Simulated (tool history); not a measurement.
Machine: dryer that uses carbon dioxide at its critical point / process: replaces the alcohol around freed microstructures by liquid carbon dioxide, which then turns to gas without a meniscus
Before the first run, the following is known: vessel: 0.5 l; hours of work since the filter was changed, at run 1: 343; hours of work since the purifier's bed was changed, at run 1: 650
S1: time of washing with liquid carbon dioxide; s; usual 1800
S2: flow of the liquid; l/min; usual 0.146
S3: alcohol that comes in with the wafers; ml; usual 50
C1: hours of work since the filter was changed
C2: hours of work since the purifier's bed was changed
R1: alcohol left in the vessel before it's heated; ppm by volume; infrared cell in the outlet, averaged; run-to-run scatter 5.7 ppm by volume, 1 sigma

{"run": 1, "hour": 0.0, "S1": 1800, "S2": 0.146, "S3": 50, "C1": 343, "C2": 650, "R1": 477}
{"hour": 19.5, "done": "inlet filter changed"}
{"run": 2, "hour": 44.4, "S1": 1800, "S2": 0.146, "S3": 28, "C1": 11, "C2": 670, "R1": 260}
{"run": 3, "hour": 62.8, "S1": 1800, "S2": 0.146, "S3": 88, "C1": 19, "C2": 678, "R1": 494}
{"run": 4, "hour": 91.5, "S1": 1800, "S2": 0.146, "S3": 31, "C1": 32, "C2": 690, "R1": 270}
{"run": 5, "hour": 129.5, "S1": 1800, "S2": 0.146, "S3": 50, "C1": 49, "C2": 707, "R1": 350}
{"run": 6, "hour": 147.9, "S1": 1800, "S2": 0.146, "S3": 50, "C1": 57, "C2": 715, "R1": 370}
{"run": 7, "hour": 188.8, "S1": 1800, "S2": 0.146, "S3": 49, "C1": 75, "C2": 734, "R1": 360}
{"run": 8, "hour": 224.3, "S1": 1800, "S2": 0.151, "S3": 50, "C1": 91, "C2": 749, "R1": 344}
{"run": 9, "hour": 245.0, "S1": 1800, "S2": 0.151, "S3": 50, "C1": 100, "C2": 759, "R1": 340}
{"run": 10, "hour": 288.7, "S1": 1800, "S2": 0.151, "S3": 50, "C1": 120, "C2": 778, "R1": 354}
{"run": 11, "hour": 320.7, "S1": 1800, "S2": 0.151, "S3": 50, "C1": 134, "C2": 792, "R1": 371}
{"hour": 356.0, "done": "purifier's bed changed"}
{"run": 12, "hour": 356.0, "S1": 1800, "S2": 0.146, "S3": 50, "C1": 148, "C2": 0, "R1": 232}
{"run": 13, "hour": 376.3, "S1": 1800, "S2": 0.146, "S3": 50, "C1": 157, "C2": 9, "R1": 247}
{"run": 14, "hour": 402.1, "S1": 1800, "S2": 0.146, "S3": 50, "C1": 169, "C2": 20, "R1": 255}
{"run": 15, "hour": 431.6, "S1": 1800, "S2": 0.146, "S3": 50, "C1": 182, "C2": 34, "R1": 262}
{"run": 16, "hour": 451.4, "S1": 2400, "S2": 0.101, "S3": 43, "C1": 191, "C2": 42, "R1": 395}
{"run": 17, "hour": 484.6, "S1": 2400, "S2": 0.101, "S3": 35, "C1": 205, "C2": 57, "R1": 339}
{"run": 18, "hour": 523.8, "S1": 2400, "S2": 0.101, "S3": 35, "C1": 223, "C2": 75, "R1": 352}
{"run": 19, "hour": 549.6, "S1": 1320, "S2": 0.146, "S3": 48, "C1": 234, "C2": 86, "R1": 1310}
{"run": 20, "hour": 568.0, "S1": 2160, "S2": 0.128, "S3": 27, "C1": 242, "C2": 94, "R1": 138}
{"run": 21, "hour": 588.7, "S1": 2100, "S2": 0.146, "S3": 113, "C1": 251, "C2": 103, "R1": 274}
{"run": 22, "hour": 624.8, "S1": 2100, "S2": 0.146, "S3": 113, "C1": 268, "C2": 119, "R1": 275}
{"run": 23, "hour": 653.2, "S1": 2100, "S2": 0.146, "S3": 113, "C1": 280, "C2": 132, "R1": 293}
{"run": 24, "hour": 674.7, "S1": 2100, "S2": 0.146, "S3": 113, "C1": 290, "C2": 142, "R1": 298}
{"run": 25, "hour": 712.6, "S1": 1920, "S2": 0.218, "S3": 113, "C1": 307, "C2": 158, "R1": 55}

5 options for the next run, each taken on its own from the tool as it stands now. Forecast them:
{"run": "A", "hour": 740.5, "S1": 1800, "S2": 0.129, "S3": 50, "C1": 319, "C2": 171, "R1": "?"}
{"run": "B", "hour": 740.5, "S1": 1800, "S2": 0.173, "S3": 82, "C1": 319, "C2": 171, "R1": "?"}
{"run": "C", "hour": 740.5, "S1": 1320, "S2": 0.175, "S3": 80, "C1": 319, "C2": 171, "R1": "?"}
{"run": "D", "hour": 740.5, "S1": 2700, "S2": 0.218, "S3": 113, "C1": 319, "C2": 171, "R1": "?"}
{"run": "E", "hour": 740.5, "S1": 2520, "S2": 0.122, "S3": 38, "C1": 319, "C2": 171, "R1": "?"}

run=A R1=687
run=B R1=221
run=C R1=1024
run=D R1=45
run=E R1=137
With no hidden state in the tool, these same runs would have given:
run=A R1=391
run=B R1=93
run=C R1=592
run=D R1=6
run=E R1=49
